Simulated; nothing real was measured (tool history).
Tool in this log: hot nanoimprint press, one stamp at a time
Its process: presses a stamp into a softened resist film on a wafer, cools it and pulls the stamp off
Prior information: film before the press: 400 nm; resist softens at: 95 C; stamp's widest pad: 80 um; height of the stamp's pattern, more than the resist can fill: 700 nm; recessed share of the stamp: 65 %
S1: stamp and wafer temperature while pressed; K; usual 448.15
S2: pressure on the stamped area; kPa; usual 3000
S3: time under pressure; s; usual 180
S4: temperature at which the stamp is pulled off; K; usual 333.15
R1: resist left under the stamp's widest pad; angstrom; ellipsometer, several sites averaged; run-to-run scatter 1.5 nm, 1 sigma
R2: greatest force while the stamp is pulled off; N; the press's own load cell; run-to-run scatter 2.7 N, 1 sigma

{"run": 1, "day": 0.0, "S1": 448.15, "S2": 3000, "S3": 180, "S4": 333.15, "R1": 2535, "R2": 134}
{"run": 2, "day": 0.912, "S1": 448.15, "S2": 3000, "S3": 180, "S4": 333.15, "R1": 2514, "R2": 133}
{"run": 3, "day": 2.271, "S1": 448.15, "S2": 3000, "S3": 180, "S4": 334.15, "R1": 2525, "R2": 131}
{"day": 3.471, "done": "plate thermocouple calibrated"}
{"run": 4, "day": 3.471, "S1": 448.15, "S2": 3000, "S3": 180, "S4": 334.15, "R1": 2423, "R2": 130}
{"run": 5, "day": 5.567, "S1": 448.15, "S2": 3000, "S3": 180, "S4": 334.15, "R1": 2445, "R2": 134}
{"run": 6, "day": 6.679, "S1": 448.15, "S2": 3000, "S3": 180, "S4": 334.15, "R1": 2435, "R2": 130}
{"run": 7, "day": 8.025, "S1": 448.15, "S2": 3000, "S3": 180, "S4": 334.15, "R1": 2453, "R2": 133}
{"run": 8, "day": 9.008, "S1": 448.15, "S2": 3000, "S3": 180, "S4": 333.15, "R1": 2453, "R2": 134}
{"run": 9, "day": 10.308, "S1": 448.15, "S2": 3000, "S3": 180, "S4": 333.15, "R1": 2477, "R2": 134}
{"run": 10, "day": 12.012, "S1": 448.15, "S2": 3000, "S3": 180, "S4": 333.15, "R1": 2449, "R2": 135}
{"run": 11, "day": 13.471, "S1": 450.15, "S2": 3000, "S3": 180, "S4": 333.15, "R1": 2331, "R2": 136}
{"run": 12, "day": 15.662, "S1": 450.15, "S2": 3000, "S3": 180, "S4": 333.15, "R1": 2337, "R2": 136}
{"run": 13, "day": 17.8, "S1": 450.15, "S2": 3000, "S3": 180, "S4": 333.15, "R1": 2322, "R2": 141}
{"run": 14, "day": 19.954, "S1": 450.15, "S2": 3000, "S3": 180, "S4": 333.15, "R1": 2347, "R2": 142}
{"run": 15, "day": 21.429, "S1": 448.15, "S2": 3000, "S3": 180, "S4": 333.15, "R1": 2481, "R2": 143}
{"run": 16, "day": 23.279, "S1": 448.15, "S2": 3000, "S3": 180, "S4": 333.15, "R1": 2505, "R2": 143}
{"run": 17, "day": 24.558, "S1": 448.15, "S2": 2210, "S3": 126, "S4": 336.15, "R1": 2994, "R2": 143}
{"run": 18, "day": 25.825, "S1": 447.15, "S2": 4180, "S3": 325, "S4": 327.15, "R1": 1885, "R2": 151}
{"run": 19, "day": 27.483, "S1": 447.15, "S2": 4180, "S3": 325, "S4": 327.15, "R1": 1900, "R2": 150}
{"run": 20, "day": 28.958, "S1": 447.15, "S2": 4180, "S3": 96, "S4": 327.15, "R1": 2804, "R2": 152}
{"run": 21, "day": 30.292, "S1": 447.15, "S2": 4180, "S3": 96, "S4": 327.15, "R1": 2800, "R2": 152}
{"run": 22, "day": 31.658, "S1": 445.15, "S2": 2180, "S3": 138, "S4": 333.15, "R1": 3228, "R2": 151}
{"run": 23, "day": 33.008, "S1": 445.15, "S2": 2180, "S3": 138, "S4": 333.15, "R1": 3166, "R2": 145}
{"day": 33.738, "done": "plate thermocouple calibrated"}
{"run": 24, "day": 34.638, "S1": 445.15, "S2": 2180, "S3": 138, "S4": 333.15, "R1": 3133, "R2": 152}
{"run": 25, "day": 35.85, "S1": 446.15, "S2": 2180, "S3": 100, "S4": 328.15, "R1": 3247, "R2": 160}
{"day": 36.417, "done": "stamp cleaned and given a new release coat"}
{"run": 26, "day": 38.258, "S1": 446.15, "S2": 2180, "S3": 100, "S4": 328.15, "R1": 3227, "R2": 140}
{"run": 27, "day": 40.088, "S1": 446.15, "S2": 2180, "S3": 100, "S4": 328.15, "R1": 3257, "R2": 139}
{"day": 41.658, "done": "press's hydraulic seals changed and the load cell set to zero"}
{"run": 28, "day": 42.367, "S1": 446.15, "S2": 2180, "S3": 100, "S4": 321.15, "R1": 3233, "R2": 144}
{"run": 29, "day": 43.733, "S1": 454.15, "S2": 3000, "S3": 215, "S4": 333.15, "R1": 1862, "R2": 135}
{"run": 30, "day": 45.917, "S1": 458.15, "S2": 3000, "S3": 180, "S4": 333.15, "R1": 1725, "R2": 136}
{"run": 31, "day": 48.067, "S1": 458.15, "S2": 3000, "S3": 180, "S4": 333.15, "R1": 1727, "R2": 135}

Forecast each of these 3 alternatives for the next run:
{"run": "A", "day": 49.233, "S1": 448.15, "S2": 3000, "S3": 180, "S4": 326.15, "R1": "?", "R2": "?"}
{"run": "B", "day": 49.233, "S1": 458.15, "S2": 3000, "S3": 180, "S4": 335.15, "R1": "?", "R2": "?"}
{"run": "C", "day": 49.233, "S1": 448.15, "S2": 2070, "S3": 180, "S4": 326.15, "R1": "?", "R2": "?"}

run=A R1=2451 R2=142
run=B R1=1721 R2=133
run=C R1=2752 R2=142
With no hidden state in the tool, these same runs would have given:
run=A R1=2377 R2=134
run=B R1=1664 R2=125
run=C R1=2683 R2=134
